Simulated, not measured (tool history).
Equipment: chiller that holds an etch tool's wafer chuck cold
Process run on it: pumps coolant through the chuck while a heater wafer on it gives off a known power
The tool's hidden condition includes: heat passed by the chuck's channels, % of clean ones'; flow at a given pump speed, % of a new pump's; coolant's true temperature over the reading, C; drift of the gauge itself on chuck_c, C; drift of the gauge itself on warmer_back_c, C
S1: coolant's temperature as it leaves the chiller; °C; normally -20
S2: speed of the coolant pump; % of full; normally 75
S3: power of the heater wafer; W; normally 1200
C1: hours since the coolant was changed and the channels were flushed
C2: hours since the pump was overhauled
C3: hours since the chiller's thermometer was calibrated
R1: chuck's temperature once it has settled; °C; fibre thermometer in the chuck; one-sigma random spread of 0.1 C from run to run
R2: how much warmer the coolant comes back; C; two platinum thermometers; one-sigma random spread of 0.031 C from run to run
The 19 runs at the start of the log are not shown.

{"run": 20, "hour": 497.7, "S1": -23, "S2": 67, "S3": 916, "C1": 2201, "C2": 1021, "C3": 81, "R1": -15.0, "R2": 3.36}
{"hour": 519.9, "done": "chiller's thermometer calibrated, once more"}
{"run": 21, "hour": 519.9, "S1": -12, "S2": 80, "S3": 1622, "C1": 2222, "C2": 1042, "C3": 0, "R1": 1.1, "R2": 4.91}
{"run": 22, "hour": 554.0, "S1": -12, "S2": 80, "S3": 1622, "C1": 2256, "C2": 1076, "C3": 34, "R1": 1.0, "R2": 4.97}
{"run": 23, "hour": 575.6, "S1": -20, "S2": 83, "S3": 1783, "C1": 2277, "C2": 1098, "C3": 56, "R1": -5.9, "R2": 5.2}
{"run": 24, "hour": 600.3, "S1": -20, "S2": 80, "S3": 1342, "C1": 2302, "C2": 1122, "C3": 80, "R1": -9.2, "R2": 4.11}
{"run": 25, "hour": 620.4, "S1": -21, "S2": 88, "S3": 1200, "C1": 2322, "C2": 1143, "C3": 100, "R1": -11.9, "R2": 3.32}
{"run": 26, "hour": 649.3, "S1": -21, "S2": 88, "S3": 1200, "C1": 2351, "C2": 1171, "C3": 129, "R1": -11.7, "R2": 3.27}
{"run": 27, "hour": 672.3, "S1": -21, "S2": 64, "S3": 1649, "C1": 2374, "C2": 1194, "C3": 152, "R1": -6.1, "R2": 6.4}
{"run": 28, "hour": 689.9, "S1": -21, "S2": 64, "S3": 1649, "C1": 2392, "C2": 1212, "C3": 170, "R1": -5.8, "R2": 6.36}
{"run": 29, "hour": 710.5, "S1": -14, "S2": 65, "S3": 1200, "C1": 2412, "C2": 1233, "C3": 191, "R1": -3.1, "R2": 4.6}
{"run": 30, "hour": 748.7, "S1": -19, "S2": 85, "S3": 874, "C1": 2451, "C2": 1271, "C3": 229, "R1": -12.3, "R2": 2.55}
{"run": 31, "hour": 766.5, "S1": -25, "S2": 75, "S3": 1200, "C1": 2468, "C2": 1289, "C3": 247, "R1": -15.0, "R2": 3.97}
{"run": 32, "hour": 802.6, "S1": -25, "S2": 75, "S3": 1200, "C1": 2504, "C2": 1325, "C3": 283, "R1": -15.0, "R2": 3.96}
{"run": 33, "hour": 834.8, "S1": -25, "S2": 80, "S3": 1200, "C1": 2537, "C2": 1357, "C3": 315, "R1": -15.4, "R2": 3.67}

Predict each of these 3 candidate next runs independently; none follows another, all start after run 33:
{"run": "A", "hour": 867.7, "S1": -22, "S2": 75, "S3": 1200, "C1": 2570, "C2": 1390, "C3": 348, "R1": "?", "R2": "?"}
{"run": "B", "hour": 867.7, "S1": -20, "S2": 80, "S3": 1200, "C1": 2570, "C2": 1390, "C3": 348, "R1": "?", "R2": "?"}
{"run": "C", "hour": 867.7, "S1": -18, "S2": 80, "S3": 1151, "C1": 2570, "C2": 1390, "C3": 348, "R1": "?", "R2": "?"}

run=A R1=-11.9 R2=3.94
run=B R1=-10.3 R2=3.70
run=C R1=-8.7 R2=3.49
Take away the tool's hidden state, keep each run's random variation, and the runs would have read:
run=A R1=-12.5 R2=3.88
run=B R1=-10.8 R2=3.64
run=C R1=-9.3 R2=3.44
